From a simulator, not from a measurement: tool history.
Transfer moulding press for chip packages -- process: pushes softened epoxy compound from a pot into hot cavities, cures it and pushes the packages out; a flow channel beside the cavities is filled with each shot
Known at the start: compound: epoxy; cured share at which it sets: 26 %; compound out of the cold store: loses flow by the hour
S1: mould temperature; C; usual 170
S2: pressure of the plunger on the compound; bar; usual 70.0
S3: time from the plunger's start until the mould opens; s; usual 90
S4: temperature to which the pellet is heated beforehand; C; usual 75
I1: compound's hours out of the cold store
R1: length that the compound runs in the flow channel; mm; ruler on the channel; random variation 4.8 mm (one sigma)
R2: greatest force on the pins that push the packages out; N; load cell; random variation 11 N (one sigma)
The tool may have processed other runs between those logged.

{"run": 1, "day": 0.0, "S1": 170, "S2": 70.0, "S3": 90, "S4": 75, "I1": 13.0, "R1": 1034, "R2": 494}
{"run": 2, "day": 0.296, "S1": 170, "S2": 70.0, "S3": 90, "S4": 75, "I1": 9.1, "R1": 1055, "R2": 587}
{"run": 3, "day": 0.6, "S1": 170, "S2": 70.0, "S3": 90, "S4": 75, "I1": 8.8, "R1": 1062, "R2": 630}
{"run": 4, "day": 0.988, "S1": 170, "S2": 70.0, "S3": 90, "S4": 75, "I1": 15.1, "R1": 1013, "R2": 705}
{"run": 5, "day": 1.508, "S1": 170, "S2": 70.0, "S3": 90, "S4": 75, "I1": 15.7, "R1": 1007, "R2": 796}
{"run": 6, "day": 1.9, "S1": 170, "S2": 70.0, "S3": 90, "S4": 79, "I1": 33.0, "R1": 904, "R2": 808}
{"day": 2.125, "done": "cavities cleaned with cleaning compound and waxed"}
{"run": 7, "day": 2.288, "S1": 170, "S2": 70.0, "S3": 90, "S4": 79, "I1": 35.3, "R1": 897, "R2": 532}
{"run": 8, "day": 2.742, "S1": 170, "S2": 70.0, "S3": 90, "S4": 79, "I1": 16.1, "R1": 996, "R2": 644}
{"run": 9, "day": 3.233, "S1": 170, "S2": 70.0, "S3": 90, "S4": 79, "I1": 31.9, "R1": 914, "R2": 704}
{"run": 10, "day": 3.75, "S1": 170, "S2": 70.0, "S3": 90, "S4": 79, "I1": 20.9, "R1": 975, "R2": 791}
{"day": 4.279, "done": "cavities cleaned with cleaning compound and waxed"}
{"run": 11, "day": 4.317, "S1": 170, "S2": 70.0, "S3": 90, "S4": 79, "I1": 22.1, "R1": 953, "R2": 516}
{"run": 12, "day": 4.9, "S1": 170, "S2": 70.0, "S3": 90, "S4": 79, "I1": 28.0, "R1": 935, "R2": 628}
{"run": 13, "day": 5.396, "S1": 170, "S2": 70.0, "S3": 90, "S4": 79, "I1": 20.8, "R1": 962, "R2": 715}
{"run": 14, "day": 5.675, "S1": 170, "S2": 70.0, "S3": 90, "S4": 79, "I1": 21.7, "R1": 951, "R2": 747}
{"day": 6.088, "done": "plunger's sealing rings changed"}
{"run": 15, "day": 6.108, "S1": 176, "S2": 70.0, "S3": 90, "S4": 79, "I1": 32.6, "R1": 908, "R2": 760}
{"day": 6.517, "done": "cavities cleaned with cleaning compound and waxed"}
{"run": 16, "day": 6.608, "S1": 168, "S2": 70.0, "S3": 128, "S4": 78, "I1": 36.7, "R1": 905, "R2": 450}
{"run": 17, "day": 7.0, "S1": 170, "S2": 64.3, "S3": 83, "S4": 79, "I1": 22.2, "R1": 941, "R2": 638}
{"run": 18, "day": 7.558, "S1": 170, "S2": 70.0, "S3": 96, "S4": 75, "I1": 11.5, "R1": 1050, "R2": 665}
{"run": 19, "day": 8.017, "S1": 170, "S2": 70.0, "S3": 75, "S4": 82, "I1": 42.8, "R1": 865, "R2": 928}
{"run": 20, "day": 8.35, "S1": 170, "S2": 70.0, "S3": 75, "S4": 82, "I1": 32.9, "R1": 915, "R2": 977}
{"day": 8.646, "done": "cavities cleaned with cleaning compound and waxed"}
{"run": 21, "day": 8.858, "S1": 170, "S2": 70.0, "S3": 103, "S4": 82, "I1": 32.4, "R1": 921, "R2": 490}
{"run": 22, "day": 9.321, "S1": 170, "S2": 70.0, "S3": 90, "S4": 66, "I1": 37.1, "R1": 886, "R2": 597}
{"run": 23, "day": 9.588, "S1": 170, "S2": 70.0, "S3": 90, "S4": 66, "I1": 30.2, "R1": 934, "R2": 689}
{"run": 24, "day": 10.05, "S1": 170, "S2": 52.1, "S3": 90, "S4": 75, "I1": 23.0, "R1": 832, "R2": 760}
{"run": 25, "day": 10.479, "S1": 170, "S2": 52.1, "S3": 90, "S4": 75, "I1": 37.4, "R1": 762, "R2": 822}
{"day": 10.796, "done": "cavities cleaned with cleaning compound and waxed"}
{"run": 26, "day": 10.862, "S1": 173, "S2": 70.0, "S3": 90, "S4": 74, "I1": 47.6, "R1": 821, "R2": 504}
{"run": 27, "day": 11.312, "S1": 173, "S2": 70.0, "S3": 90, "S4": 74, "I1": 33.5, "R1": 892, "R2": 583}
{"run": 28, "day": 11.571, "S1": 178, "S2": 68.3, "S3": 90, "S4": 67, "I1": 36.7, "R1": 858, "R2": 607}
{"run": 29, "day": 11.938, "S1": 170, "S2": 70.0, "S3": 125, "S4": 75, "I1": 39.0, "R1": 875, "R2": 641}

4 options for the next run, each taken on its own from the tool as it stands now. Forecast them:
{"run": "A", "day": 12.342, "S1": 170, "S2": 59.7, "S3": 125, "S4": 75, "I1": 41.7, "R1": "?", "R2": "?"}
{"run": "B", "day": 12.342, "S1": 169, "S2": 74.4, "S3": 86, "S4": 75, "I1": 42.0, "R1": "?", "R2": "?"}
{"run": "C", "day": 12.342, "S1": 169, "S2": 70.0, "S3": 90, "S4": 75, "I1": 17.9, "R1": "?", "R2": "?"}
{"run": "D", "day": 12.342, "S1": 176, "S2": 70.0, "S3": 125, "S4": 75, "I1": 15.3, "R1": "?", "R2": "?"}

run=A R1=784 R2=706
run=B R1=879 R2=752
run=C R1=993 R2=852
run=D R1=967 R2=676
Had the tool no hidden state, the same runs would have come out as:
run=A R1=807 R2=438
run=B R1=904 R2=481
run=C R1=1021 R2=544
run=D R1=995 R2=421
